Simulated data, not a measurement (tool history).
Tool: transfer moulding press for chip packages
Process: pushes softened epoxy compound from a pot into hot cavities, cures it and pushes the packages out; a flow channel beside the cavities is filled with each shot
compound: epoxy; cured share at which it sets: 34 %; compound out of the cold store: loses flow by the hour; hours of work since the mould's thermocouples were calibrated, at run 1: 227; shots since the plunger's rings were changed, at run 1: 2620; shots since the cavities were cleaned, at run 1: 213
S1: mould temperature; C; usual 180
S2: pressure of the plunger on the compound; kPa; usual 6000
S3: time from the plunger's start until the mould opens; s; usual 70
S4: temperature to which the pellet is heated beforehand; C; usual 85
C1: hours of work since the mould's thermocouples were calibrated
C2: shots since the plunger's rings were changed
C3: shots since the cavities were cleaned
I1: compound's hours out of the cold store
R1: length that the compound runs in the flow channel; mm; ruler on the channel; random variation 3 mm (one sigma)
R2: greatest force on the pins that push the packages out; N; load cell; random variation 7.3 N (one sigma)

{"run": 1, "hour": 0.0, "S1": 180, "S2": 6000, "S3": 70, "S4": 85, "C1": 227, "C2": 2620, "C3": 213, "I1": 22.5, "R1": 732, "R2": 424}
{"run": 2, "hour": 4.7, "S1": 179, "S2": 6000, "S3": 70, "S4": 85, "C1": 230, "C2": 2701, "C3": 294, "I1": 45.2, "R1": 656, "R2": 459}
{"run": 3, "hour": 12.3, "S1": 179, "S2": 6000, "S3": 70, "S4": 85, "C1": 235, "C2": 2831, "C3": 424, "I1": 28.4, "R1": 717, "R2": 512}
{"run": 4, "hour": 20.6, "S1": 179, "S2": 6000, "S3": 70, "S4": 94, "C1": 241, "C2": 2973, "C3": 566, "I1": 12.2, "R1": 767, "R2": 563}
{"hour": 27.3, "done": "cavities cleaned with cleaning compound and waxed"}
{"run": 5, "hour": 29.9, "S1": 179, "S2": 6000, "S3": 70, "S4": 94, "C1": 246, "C2": 3106, "C3": 44, "I1": 30.2, "R1": 701, "R2": 358}
{"run": 6, "hour": 38.6, "S1": 180, "S2": 6000, "S3": 70, "S4": 85, "C1": 252, "C2": 3256, "C3": 194, "I1": 27.3, "R1": 710, "R2": 410}
{"run": 7, "hour": 45.8, "S1": 180, "S2": 6000, "S3": 70, "S4": 85, "C1": 256, "C2": 3379, "C3": 317, "I1": 11.5, "R1": 766, "R2": 493}
{"run": 8, "hour": 50.5, "S1": 180, "S2": 6000, "S3": 70, "S4": 85, "C1": 260, "C2": 3460, "C3": 398, "I1": 18.6, "R1": 739, "R2": 486}
{"run": 9, "hour": 55.2, "S1": 180, "S2": 6000, "S3": 70, "S4": 85, "C1": 263, "C2": 3540, "C3": 478, "I1": 15.2, "R1": 746, "R2": 510}
{"run": 10, "hour": 63.2, "S1": 180, "S2": 6000, "S3": 70, "S4": 85, "C1": 268, "C2": 3677, "C3": 615, "I1": 23.5, "R1": 720, "R2": 508}
{"hour": 67.0, "done": "cavities cleaned with cleaning compound and waxed"}
{"run": 11, "hour": 75.4, "S1": 180, "S2": 6000, "S3": 70, "S4": 85, "C1": 275, "C2": 3861, "C3": 144, "I1": 8.1, "R1": 773, "R2": 438}
{"run": 12, "hour": 86.2, "S1": 180, "S2": 6090, "S3": 70, "S4": 85, "C1": 282, "C2": 4046, "C3": 329, "I1": 33.2, "R1": 685, "R2": 448}
{"run": 13, "hour": 91.8, "S1": 180, "S2": 6090, "S3": 70, "S4": 85, "C1": 286, "C2": 4141, "C3": 424, "I1": 13.3, "R1": 755, "R2": 517}
{"run": 14, "hour": 102.8, "S1": 180, "S2": 7410, "S3": 70, "S4": 85, "C1": 293, "C2": 4330, "C3": 613, "I1": 18.9, "R1": 803, "R2": 552}
{"hour": 106.3, "done": "cavities cleaned with cleaning compound and waxed"}
{"run": 15, "hour": 111.6, "S1": 180, "S2": 7410, "S3": 70, "S4": 85, "C1": 298, "C2": 4455, "C3": 91, "I1": 29.4, "R1": 768, "R2": 373}
{"run": 16, "hour": 120.4, "S1": 180, "S2": 7410, "S3": 70, "S4": 85, "C1": 304, "C2": 4605, "C3": 241, "I1": 22.9, "R1": 785, "R2": 452}
{"run": 17, "hour": 128.9, "S1": 180, "S2": 7410, "S3": 70, "S4": 85, "C1": 310, "C2": 4751, "C3": 387, "I1": 45.0, "R1": 708, "R2": 449}
{"run": 18, "hour": 136.0, "S1": 176, "S2": 6120, "S3": 70, "S4": 83, "C1": 315, "C2": 4873, "C3": 509, "I1": 25.4, "R1": 712, "R2": 696}
{"hour": 146.0, "done": "cavities cleaned with cleaning compound and waxed"}
{"run": 19, "hour": 147.9, "S1": 180, "S2": 5920, "S3": 70, "S4": 90, "C1": 322, "C2": 5051, "C3": 32, "I1": 14.4, "R1": 728, "R2": 355}
{"run": 20, "hour": 158.8, "S1": 180, "S2": 5160, "S3": 70, "S4": 80, "C1": 329, "C2": 5238, "C3": 219, "I1": 9.7, "R1": 695, "R2": 463}
{"run": 21, "hour": 168.4, "S1": 186, "S2": 6000, "S3": 70, "S4": 85, "C1": 335, "C2": 5403, "C3": 384, "I1": 39.1, "R1": 628, "R2": 327}
{"hour": 174.3, "done": "plunger's sealing rings changed"}
{"run": 22, "hour": 179.1, "S1": 185, "S2": 6000, "S3": 70, "S4": 77, "C1": 341, "C2": 81, "C3": 524, "I1": 14.5, "R1": 775, "R2": 384}
{"hour": 187.8, "done": "cavities cleaned with cleaning compound and waxed"}
{"run": 23, "hour": 189.4, "S1": 187, "S2": 6000, "S3": 98, "S4": 83, "C1": 347, "C2": 232, "C3": 28, "I1": 45.9, "R1": 656, "R2": 179}
{"run": 24, "hour": 195.0, "S1": 187, "S2": 6000, "S3": 98, "S4": 83, "C1": 350, "C2": 327, "C3": 123, "I1": 32.1, "R1": 704, "R2": 204}
{"run": 25, "hour": 203.3, "S1": 187, "S2": 6000, "S3": 98, "S4": 83, "C1": 356, "C2": 470, "C3": 266, "I1": 8.1, "R1": 792, "R2": 233}
{"run": 26, "hour": 209.5, "S1": 187, "S2": 6000, "S3": 98, "S4": 83, "C1": 360, "C2": 576, "C3": 372, "I1": 23.1, "R1": 730, "R2": 248}
{"run": 27, "hour": 214.4, "S1": 187, "S2": 6000, "S3": 98, "S4": 83, "C1": 363, "C2": 660, "C3": 456, "I1": 20.3, "R1": 738, "R2": 268}
{"run": 28, "hour": 220.9, "S1": 187, "S2": 6000, "S3": 56, "S4": 76, "C1": 368, "C2": 772, "C3": 568, "I1": 9.0, "R1": 779, "R2": 738}

Measured less the same run without the tool's hidden state. The same run-to-run variation is in both; the gauge's scatter may not be:
The hidden state here: true mould temperature over the reading, C; pressure that reaches the compound, % of what is set; grip of the stained cavities, % over clean ones'; drift of the gauge itself on flow_mm, %; drift of the gauge itself on push_out_n, %.
run=1 R1=-29 R2=+103
run=2 R1=-27 R2=+133
run=3 R1=-30 R2=+178
run=4 R1=-35 R2=+219
run=5 R1=-33 R2=+37
run=6 R1=-35 R2=+97
run=7 R1=-39 R2=+154
run=8 R1=-39 R2=+166
run=9 R1=-40 R2=+184
run=10 R1=-40 R2=+206
run=11 R1=-45 R2=+89
run=12 R1=-42 R2=+141
run=13 R1=-48 R2=+182
run=14 R1=-54 R2=+224
run=15 R1=-53 R2=+60
run=16 R1=-56 R2=+123
run=17 R1=-52 R2=+151
run=18 R1=-54 R2=+260
run=19 R1=-57 R2=+38
run=20 R1=-56 R2=+125
run=21 R1=-54 R2=+106
run=22 R1=+0 R2=+147
run=23 R1=-2 R2=+9
run=24 R1=-3 R2=+33
run=25 R1=-5 R2=+61
run=26 R1=-6 R2=+77
run=27 R1=-7 R2=+89
run=28 R1=-9 R2=+291
